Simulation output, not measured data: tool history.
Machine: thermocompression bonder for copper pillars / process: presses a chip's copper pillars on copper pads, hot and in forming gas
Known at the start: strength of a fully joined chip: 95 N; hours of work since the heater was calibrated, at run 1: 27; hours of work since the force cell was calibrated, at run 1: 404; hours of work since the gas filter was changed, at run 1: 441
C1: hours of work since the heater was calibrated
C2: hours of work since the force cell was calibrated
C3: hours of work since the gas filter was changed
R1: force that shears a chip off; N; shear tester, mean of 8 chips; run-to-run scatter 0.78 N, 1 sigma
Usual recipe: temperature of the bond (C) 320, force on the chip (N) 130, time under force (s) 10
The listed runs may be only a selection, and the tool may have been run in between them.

run 1 hour=0.0 | temperature_of_the_bond_(C)=320 force_on_the_chip_(N)=130 time_under_force_(s)=10 | C1=27 C2=404 C3=441 | R1=59.7
-- hour=16.1 forming gas filter changed
run 2 hour=28.4 | temperature_of_the_bond_(C)=295 force_on_the_chip_(N)=130 time_under_force_(s)=10 | C1=43 C2=420 C3=7 | R1=43.4
run 3 hour=49.0 | temperature_of_the_bond_(C)=295 force_on_the_chip_(N)=130 time_under_force_(s)=10 | C1=55 C2=432 C3=19 | R1=43.6
run 4 hour=82.3 | temperature_of_the_bond_(C)=320 force_on_the_chip_(N)=130 time_under_force_(s)=11 | C1=74 C2=452 C3=39 | R1=60.7
run 5 hour=102.3 | temperature_of_the_bond_(C)=320 force_on_the_chip_(N)=130 time_under_force_(s)=11 | C1=86 C2=464 C3=50 | R1=61.9
run 6 hour=145.9 | temperature_of_the_bond_(C)=320 force_on_the_chip_(N)=130 time_under_force_(s)=10 | C1=111 C2=489 C3=76 | R1=59.3
run 7 hour=190.1 | temperature_of_the_bond_(C)=320 force_on_the_chip_(N)=130 time_under_force_(s)=10 | C1=137 C2=515 C3=102 | R1=59.6
run 8 hour=225.6 | temperature_of_the_bond_(C)=320 force_on_the_chip_(N)=130 time_under_force_(s)=10 | C1=158 C2=536 C3=122 | R1=61.5
run 9 hour=269.1 | temperature_of_the_bond_(C)=320 force_on_the_chip_(N)=130 time_under_force_(s)=10 | C1=183 C2=561 C3=148 | R1=59.4
run 10 hour=288.7 | temperature_of_the_bond_(C)=304 force_on_the_chip_(N)=168 time_under_force_(s)=10 | C1=195 C2=572 C3=159 | R1=60.5
run 11 hour=312.1 | temperature_of_the_bond_(C)=297 force_on_the_chip_(N)=101 time_under_force_(s)=10 | C1=209 C2=586 C3=173 | R1=36.3
run 12 hour=355.3 | temperature_of_the_bond_(C)=297 force_on_the_chip_(N)=101 time_under_force_(s)=10 | C1=234 C2=611 C3=198 | R1=34.8
run 13 hour=392.4 | temperature_of_the_bond_(C)=297 force_on_the_chip_(N)=101 time_under_force_(s)=10 | C1=256 C2=633 C3=220 | R1=35.1
run 14 hour=414.7 | temperature_of_the_bond_(C)=345 force_on_the_chip_(N)=95 time_under_force_(s)=9 | C1=269 C2=646 C3=233 | R1=57.7
run 15 hour=438.5 | temperature_of_the_bond_(C)=345 force_on_the_chip_(N)=95 time_under_force_(s)=9 | C1=282 C2=660 C3=247 | R1=57.6
run 16 hour=481.4 | temperature_of_the_bond_(C)=320 force_on_the_chip_(N)=104 time_under_force_(s)=9 | C1=308 C2=685 C3=272 | R1=47.0
run 17 hour=506.6 | temperature_of_the_bond_(C)=342 force_on_the_chip_(N)=87 time_under_force_(s)=21 | C1=322 C2=700 C3=287 | R1=65.0
run 18 hour=530.9 | temperature_of_the_bond_(C)=336 force_on_the_chip_(N)=130 time_under_force_(s)=14 | C1=336 C2=714 C3=301 | R1=74.7

Each row is a separate what-if for the run after 18, all from the same tool condition, not one after another. Results?
run A hour=573.2 | temperature_of_the_bond_(C)=320 force_on_the_chip_(N)=190 time_under_force_(s)=10 | C1=361 C2=739 C3=326 | R1=?
run B hour=573.2 | temperature_of_the_bond_(C)=336 force_on_the_chip_(N)=130 time_under_force_(s)=5 | C1=361 C2=739 C3=326 | R1=?
run C hour=573.2 | temperature_of_the_bond_(C)=307 force_on_the_chip_(N)=133 time_under_force_(s)=5 | C1=361 C2=739 C3=326 | R1=?

run=A R1=78.0
run=B R1=55.6
run=C R1=41.0
Take away the tool's hidden state, keep each run's random variation, and the runs would have read:
run=A R1=78.2
run=B R1=55.8
run=C R1=41.2

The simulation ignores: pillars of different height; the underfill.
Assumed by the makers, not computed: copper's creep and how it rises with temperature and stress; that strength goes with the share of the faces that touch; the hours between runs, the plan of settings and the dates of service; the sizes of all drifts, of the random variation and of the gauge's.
